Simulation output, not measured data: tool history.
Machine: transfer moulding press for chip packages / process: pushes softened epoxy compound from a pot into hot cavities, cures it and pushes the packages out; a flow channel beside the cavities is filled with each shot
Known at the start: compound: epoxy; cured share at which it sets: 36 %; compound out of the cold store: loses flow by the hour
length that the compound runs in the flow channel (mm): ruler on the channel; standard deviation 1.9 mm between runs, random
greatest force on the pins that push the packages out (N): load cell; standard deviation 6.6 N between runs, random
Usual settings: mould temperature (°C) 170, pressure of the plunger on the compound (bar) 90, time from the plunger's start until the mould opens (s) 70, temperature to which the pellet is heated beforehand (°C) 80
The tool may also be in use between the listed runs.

run	day	mould temperature (°C)	pressure of the plunger on the compound (bar)	time from the plunger's start until the mould opens (s)	temperature to which the pellet is heated beforehand (°C)	incoming compound's hours out of the cold store	length that the compound runs in the flow channel (mm)	greatest force on the pins that push the packages out (N)
1	0	170	90	70	80	33.7	603	283
2	0.892	170	90	70	80	40.9	581	276
3	1.638	170	90	70	80	16.2	657	291
# day 2.088: cavities cleaned with cleaning compound and waxed
4	2.517	170	102.3	70	80	37.2	632	273
5	2.996	170	102.3	70	80	41.1	621	262
6	3.904	170	90	70	80	28.5	622	292
# day 4.208: cavities cleaned with cleaning compound and waxed
7	4.729	170	90	70	80	40.2	584	272
8	5.133	170	95.4	70	80	33.3	620	284
9	5.842	170	95.4	70	80	13.8	684	299
# day 6.296: cavities cleaned with cleaning compound and waxed
10	6.588	170	95.4	70	80	24.7	644	289
11	7.125	170	90	70	80	25.6	626	286
12	7.529	170	90	70	80	24.8	628	285
13	8.279	170	90	70	80	21.8	638	282
# day 8.417: cavities cleaned with cleaning compound and waxed
14	9.238	170	90	70	80	31.9	607	270
15	9.712	175	94.3	96	80	28.7	619	188
16	10.329	170	91.6	70	77	21	641	289
# day 10.492: cavities cleaned with cleaning compound and waxed
17	11.075	167	108.1	70	80	47.7	629	322
18	11.562	167	108.1	70	80	40.7	650	333
19	12.229	166	100.8	70	80	42.9	621	352
# day 12.604: cavities cleaned with cleaning compound and waxed
20	12.792	170	81.7	69	80	18.3	617	289
21	13.229	170	90	60	73	25.4	628	408
22	13.983	163	68.6	73	86	12.9	602	461
# day 14.358: plunger's sealing rings changed
# day 14.792: cavities cleaned with cleaning compound and waxed
23	14.854	163	75.5	73	72	34.1	571	430
24	15.321	163	75.5	73	72	17.2	618	454
25	15.988	170	75.5	50	72	18.4	592	663
26	16.671	170	75.5	50	72	10.7	619	658
# day 16.862: cavities cleaned with cleaning compound and waxed
27	17.262	164	83.9	55	77	38.3	582	689
28	18.117	175	83.2	72	73	27.7	584	222

Forecast each of these 3 alternatives for the next run:
# day 18.925: cavities cleaned with cleaning compound and waxed
A	18.925	170	90	95	79	25.9	?	?
# day 18.925: cavities cleaned with cleaning compound and waxed
B	18.925	162	95.2	72	73	33	?	?
# day 18.925: cavities cleaned with cleaning compound and waxed
C	18.925	173	95.5	70	80	20	?	?

run	length that the compound runs in the flow channel (mm)	greatest force on the pins that push the packages out (N)
A	627	199
B	648	460
C	653	232
With the hidden condition removed and each run's random variation left untouched, the same runs would have given:
run	length that the compound runs in the flow channel (mm)	greatest force on the pins that push the packages out (N)
A	628	199
B	648	461
C	654	232
